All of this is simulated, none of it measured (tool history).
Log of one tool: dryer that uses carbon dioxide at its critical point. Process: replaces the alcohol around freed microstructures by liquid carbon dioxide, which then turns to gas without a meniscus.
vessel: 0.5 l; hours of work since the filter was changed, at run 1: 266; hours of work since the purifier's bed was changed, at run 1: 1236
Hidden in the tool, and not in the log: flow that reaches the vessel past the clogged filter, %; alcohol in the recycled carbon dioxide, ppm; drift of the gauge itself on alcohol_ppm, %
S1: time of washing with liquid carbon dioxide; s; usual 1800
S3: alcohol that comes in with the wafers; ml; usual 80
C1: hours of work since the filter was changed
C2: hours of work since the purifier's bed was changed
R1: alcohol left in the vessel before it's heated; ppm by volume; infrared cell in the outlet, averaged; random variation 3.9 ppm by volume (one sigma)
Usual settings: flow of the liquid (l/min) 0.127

run 1 hour=0 | S1=1800 flow_of_the_liquid_(l/min)=0.127 S3=80 | C1=266 C2=1236 | R1=144
run 2 hour=57.6 | S1=1800 flow_of_the_liquid_(l/min)=0.127 S3=80 | C1=303 C2=1273 | R1=144
run 3 hour=86.1 | S1=1800 flow_of_the_liquid_(l/min)=0.127 S3=80 | C1=321 C2=1291 | R1=149
run 4 hour=119.6 | S1=1800 flow_of_the_liquid_(l/min)=0.127 S3=80 | C1=343 C2=1312 | R1=157
run 5 hour=152.7 | S1=1800 flow_of_the_liquid_(l/min)=0.127 S3=80 | C1=364 C2=1334 | R1=153
run 6 hour=217.8 | S1=1800 flow_of_the_liquid_(l/min)=0.127 S3=80 | C1=406 C2=1375 | R1=160
run 7 hour=276.9 | S1=1800 flow_of_the_liquid_(l/min)=0.127 S3=72 | C1=443 C2=1413 | R1=156
run 8 hour=336.8 | S1=1800 flow_of_the_liquid_(l/min)=0.127 S3=72 | C1=482 C2=1452 | R1=157
-- hour=397.1 purifier's bed changed
run 9 hour=397.1 | S1=1800 flow_of_the_liquid_(l/min)=0.127 S3=72 | C1=519 C2=0 | R1=132
run 10 hour=446.1 | S1=1800 flow_of_the_liquid_(l/min)=0.143 S3=26 | C1=550 C2=31 | R1=27
run 11 hour=489.9 | S1=1800 flow_of_the_liquid_(l/min)=0.143 S3=26 | C1=578 C2=60 | R1=29
-- hour=500 inlet filter changed
run 12 hour=532.4 | S1=2880 flow_of_the_liquid_(l/min)=0.127 S3=92 | C1=21 C2=86 | R1=9
run 13 hour=584.9 | S1=1140 flow_of_the_liquid_(l/min)=0.081 S3=88 | C1=54 C2=120 | R1=8397
run 14 hour=616.9 | S1=1800 flow_of_the_liquid_(l/min)=0.127 S3=47 | C1=75 C2=140 | R1=65
run 15 hour=660.2 | S1=1800 flow_of_the_liquid_(l/min)=0.098 S3=109 | C1=103 C2=168 | R1=696
run 16 hour=720.5 | S1=1200 flow_of_the_liquid_(l/min)=0.127 S3=80 | C1=142 C2=207 | R1=1142
run 17 hour=769.2 | S1=1860 flow_of_the_liquid_(l/min)=0.116 S3=41 | C1=173 C2=238 | R1=86
run 18 hour=812 | S1=2280 flow_of_the_liquid_(l/min)=0.201 S3=80 | C1=200 C2=266 | R1=8

5 ways to go on from here, each from the tool as it stands after run 18. What would each give?
run A hour=863.5 | S1=1380 flow_of_the_liquid_(l/min)=0.118 S3=68 | C1=233 C2=299 | R1=?
run B hour=863.5 | S1=1680 flow_of_the_liquid_(l/min)=0.201 S3=109 | C1=233 C2=299 | R1=?
run C hour=863.5 | S1=1800 flow_of_the_liquid_(l/min)=0.111 S3=99 | C1=233 C2=299 | R1=?
run D hour=863.5 | S1=1080 flow_of_the_liquid_(l/min)=0.113 S3=75 | C1=233 C2=299 | R1=?
run E hour=863.5 | S1=2760 flow_of_the_liquid_(l/min)=0.135 S3=58 | C1=233 C2=299 | R1=?

run=A R1=753
run=B R1=21
run=C R1=343
run=D R1=3014
run=E R1=12
Without the tool's hidden state the same runs would have given:
run=A R1=640
run=B R1=12
run=C R1=280
run=D R1=2678
run=E R1=4
